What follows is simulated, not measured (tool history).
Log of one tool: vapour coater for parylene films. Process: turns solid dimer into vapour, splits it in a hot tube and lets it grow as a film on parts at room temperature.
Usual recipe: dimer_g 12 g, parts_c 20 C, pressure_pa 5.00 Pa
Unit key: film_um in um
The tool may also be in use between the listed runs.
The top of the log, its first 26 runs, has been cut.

run	day	dimer_g	parts_c	pressure_pa	hours of work since the trap's valve was overhauled	hours of work since the table's thermometer was calibrated	film_um
27	31.483	5	15	2.48	79	562	4.29
28	32.725	5	15	2.48	97	581	4.27
29	34.250	5	15	2.48	120	604	4.24
30	35.717	5	15	2.48	142	626	4.28
31	36.796	12	26	2.70	158	642	8.51
32	38.362	16	20	6.08	182	665	11.32
33	39.171	11	16	11.65	194	677	7.60
34	40.175	16	20	3.93	209	692	11.99
35	40.896	16	20	3.93	220	703	11.88
36	42.254	7	18	7.64	240	723	4.95
37	43.171	7	28	4.41	254	737	4.52
38	44.238	12	14	5.00	270	753	9.44
39	45.492	6	20	5.00	289	772	4.33
40	46.733	6	20	5.00	307	790	4.31
41	47.979	16	15	10.68	326	809	11.28
42	48.746	6	22	10.08	337	821	3.83
43	50.208	6	22	10.08	359	843	3.81
44	51.142	16	31	5.00	373	856	9.71
45	52.208	12	20	3.88	389	872	8.98
46	53.050	12	20	3.88	402	885	8.89

Below are 5 alternative next runs, each starting from the tool's condition after run 46. Predict each:
A	54.046	15	20	5.00	417	900	?
B	54.046	12	16	5.56	417	900	?
C	54.046	19	31	3.88	417	900	?
D	54.046	15	23	5.00	417	900	?
E	54.046	10	22	2.99	417	900	?

run	film_um
A	10.78
B	9.09
C	11.97
D	10.23
E	7.44
The same runs, with their run-to-run variation unchanged, on a tool lacking any hidden condition would have given:
run	film_um
A	10.81
B	9.11
C	12.00
D	10.26
E	7.46
